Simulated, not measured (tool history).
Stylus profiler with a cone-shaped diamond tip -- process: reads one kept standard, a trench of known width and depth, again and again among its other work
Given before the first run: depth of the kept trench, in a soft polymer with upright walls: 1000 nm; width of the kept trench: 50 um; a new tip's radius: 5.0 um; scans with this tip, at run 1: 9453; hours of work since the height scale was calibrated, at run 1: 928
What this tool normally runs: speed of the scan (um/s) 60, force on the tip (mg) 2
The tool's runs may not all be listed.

run	hour	speed of the scan (um/s)	force on the tip (mg)	scans with this tip	hours of work since the height scale was calibrated	depth of the trench (angstrom)	width of the trench's floor (µm)
1	0	60	2	9453	928	10065.2	39.25
2	17.6	60	2	9530	936	10064.5	39.23
3	37	62	2	9614	944	10065.2	39.19
4	54.9	62	2	9692	952	10070.5	39.15
5	73.3	62	2	9772	959	10066.7	39.05
6	98.1	35	2	9879	970	10062.8	39.25
7	123.3	60	2	9989	981	10060.8	39.06
8	138.2	62	2	10054	987	10064.4	38.92
9	160.5	60	2	10151	997	10063.2	38.99
10	177.3	60	3.19	10224	1004	10104.2	39.08
11	192.7	60	3.19	10290	1010	10100	39.01
12	205.8	65	2	10348	1016	10065.5	38.92
13	229.7	82	2	10451	1026	10062.7	38.73
14	254.5	82	2	10559	1037	10061.8	38.74
15	270.8	82	2	10630	1044	10062.1	38.63
16	294.2	23	1.78	10732	1054	10054.3	39.04
# hour 302.4: new tip fitted, height scale calibrated
17	310.8	50	4.33	36	4	10172.5	43.71
18	328.6	122	0.8	114	11	10057.8	42.76
19	350.6	86	0.99	209	21	10062.4	43.04
20	364.4	53	2.54	269	26	10119.2	43.42
21	383.6	188	0.8	352	35	10055.3	42.03
22	409.6	16	4	465	46	10166.2	43.57
23	433.4	44	2.65	569	56	10121.6	43.35
24	453.7	56	2.27	657	65	10111.4	43.21
25	467.5	167	0.99	717	70	10063.6	42.14
26	489.9	67	1.4	814	80	10080.3	42.96
27	504.4	67	1.4	877	86	10081.9	42.95
28	527.2	67	1.4	976	96	10076.3	42.87
29	548.9	123	1.45	1070	105	10084.6	42.37

What if the next run were any one of these 3? Each begins from the tool's condition after run 29:
A	562.8	110	2.38	1131	111	?	?
B	562.8	123	2.23	1131	111	?	?
C	562.8	27	5.44	1131	111	?	?

run	depth of the trench (angstrom)	width of the trench's floor (µm)
A	10115.9	42.67
B	10105.3	42.59
C	10200.6	43.11
What these runs would have given with no unlogged condition in the tool:
run	depth of the trench (angstrom)	width of the trench's floor (µm)
A	10121	43.44
B	10110.4	43.36
C	10205.8	43.89

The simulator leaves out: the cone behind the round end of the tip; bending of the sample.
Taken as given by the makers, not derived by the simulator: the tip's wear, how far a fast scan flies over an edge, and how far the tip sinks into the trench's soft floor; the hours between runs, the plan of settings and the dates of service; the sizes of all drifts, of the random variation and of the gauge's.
